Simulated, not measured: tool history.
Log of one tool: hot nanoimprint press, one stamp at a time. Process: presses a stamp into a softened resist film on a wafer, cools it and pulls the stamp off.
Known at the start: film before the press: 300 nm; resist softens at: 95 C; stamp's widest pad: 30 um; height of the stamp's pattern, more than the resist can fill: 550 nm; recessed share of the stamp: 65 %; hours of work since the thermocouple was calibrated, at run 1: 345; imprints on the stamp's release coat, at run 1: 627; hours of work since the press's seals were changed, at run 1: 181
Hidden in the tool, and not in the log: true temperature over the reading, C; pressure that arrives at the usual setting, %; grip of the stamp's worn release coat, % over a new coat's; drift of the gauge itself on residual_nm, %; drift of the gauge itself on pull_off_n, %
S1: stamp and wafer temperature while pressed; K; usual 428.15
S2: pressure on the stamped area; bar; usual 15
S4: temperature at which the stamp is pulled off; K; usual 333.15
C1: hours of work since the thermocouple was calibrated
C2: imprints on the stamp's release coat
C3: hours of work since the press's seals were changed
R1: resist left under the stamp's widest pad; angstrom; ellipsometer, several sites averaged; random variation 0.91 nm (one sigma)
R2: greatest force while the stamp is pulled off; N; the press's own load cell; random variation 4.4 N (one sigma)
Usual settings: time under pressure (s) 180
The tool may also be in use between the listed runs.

run 1 day=0 | S1=428.15 S2=15 time_under_pressure_(s)=180 S4=333.15 | C1=345 C2=627 C3=181 | R1=1260 R2=225
run 2 day=0.95 | S1=428.15 S2=15 time_under_pressure_(s)=180 S4=333.15 | C1=360 C2=679 C3=196 | R1=1270 R2=216
run 3 day=1.871 | S1=428.15 S2=15 time_under_pressure_(s)=180 S4=333.15 | C1=375 C2=730 C3=211 | R1=1282 R2=211
run 4 day=2.738 | S1=428.15 S2=15 time_under_pressure_(s)=180 S4=333.15 | C1=388 C2=779 C3=225 | R1=1267 R2=214
run 5 day=3.642 | S1=428.15 S2=15 time_under_pressure_(s)=180 S4=333.15 | C1=403 C2=829 C3=240 | R1=1248 R2=208
run 6 day=4.067 | S1=428.15 S2=15 time_under_pressure_(s)=180 S4=333.15 | C1=410 C2=852 C3=246 | R1=1279 R2=219
run 7 day=4.671 | S1=428.15 S2=15 time_under_pressure_(s)=180 S4=327.15 | C1=419 C2=886 C3=256 | R1=1259 R2=251
run 8 day=5.108 | S1=428.15 S2=19.9 time_under_pressure_(s)=180 S4=333.15 | C1=427 C2=910 C3=263 | R1=1087 R2=215
run 9 day=5.938 | S1=428.15 S2=19.9 time_under_pressure_(s)=180 S4=333.15 | C1=440 C2=956 C3=276 | R1=1075 R2=220
run 10 day=6.333 | S1=437.15 S2=15 time_under_pressure_(s)=180 S4=333.15 | C1=446 C2=978 C3=283 | R1=780 R2=214
run 11 day=7.017 | S1=437.15 S2=15 time_under_pressure_(s)=180 S4=333.15 | C1=457 C2=1016 C3=294 | R1=782 R2=217
run 12 day=7.933 | S1=425.15 S2=9.6 time_under_pressure_(s)=358 S4=323.15 | C1=472 C2=1067 C3=308 | R1=1491 R2=273
run 13 day=8.667 | S1=425.15 S2=9.6 time_under_pressure_(s)=358 S4=323.15 | C1=484 C2=1108 C3=320 | R1=1503 R2=272
run 14 day=9.312 | S1=426.15 S2=14.9 time_under_pressure_(s)=176 S4=333.15 | C1=494 C2=1144 C3=331 | R1=1433 R2=217
-- day=9.933 plate thermocouple calibrated
run 15 day=10.167 | S1=426.15 S2=14.9 time_under_pressure_(s)=176 S4=325.15 | C1=4 C2=1184 C3=342 | R1=1421 R2=246
run 16 day=10.746 | S1=428.15 S2=15 time_under_pressure_(s)=90 S4=333.15 | C1=13 C2=1216 C3=352 | R1=1589 R2=227
run 17 day=11.35 | S1=429.15 S2=21.5 time_under_pressure_(s)=313 S4=333.15 | C1=23 C2=1250 C3=361 | R1=793 R2=213
run 18 day=12.183 | S1=428.15 S2=18 time_under_pressure_(s)=127 S4=333.15 | C1=36 C2=1296 C3=375 | R1=1278 R2=215
run 19 day=12.933 | S1=428.15 S2=18 time_under_pressure_(s)=127 S4=333.15 | C1=48 C2=1338 C3=387 | R1=1284 R2=215
run 20 day=13.667 | S1=428.15 S2=18 time_under_pressure_(s)=127 S4=333.15 | C1=60 C2=1379 C3=398 | R1=1296 R2=210
run 21 day=14.479 | S1=428.15 S2=18 time_under_pressure_(s)=127 S4=333.15 | C1=73 C2=1424 C3=412 | R1=1280 R2=212

How the hidden state differs across the entries between the runs, from the last listed run before each to the first after it:
Between runs 14 and 15: plate thermocouple calibrated (day 9.933)
  true temperature over the reading, C: -0.04 -> 0

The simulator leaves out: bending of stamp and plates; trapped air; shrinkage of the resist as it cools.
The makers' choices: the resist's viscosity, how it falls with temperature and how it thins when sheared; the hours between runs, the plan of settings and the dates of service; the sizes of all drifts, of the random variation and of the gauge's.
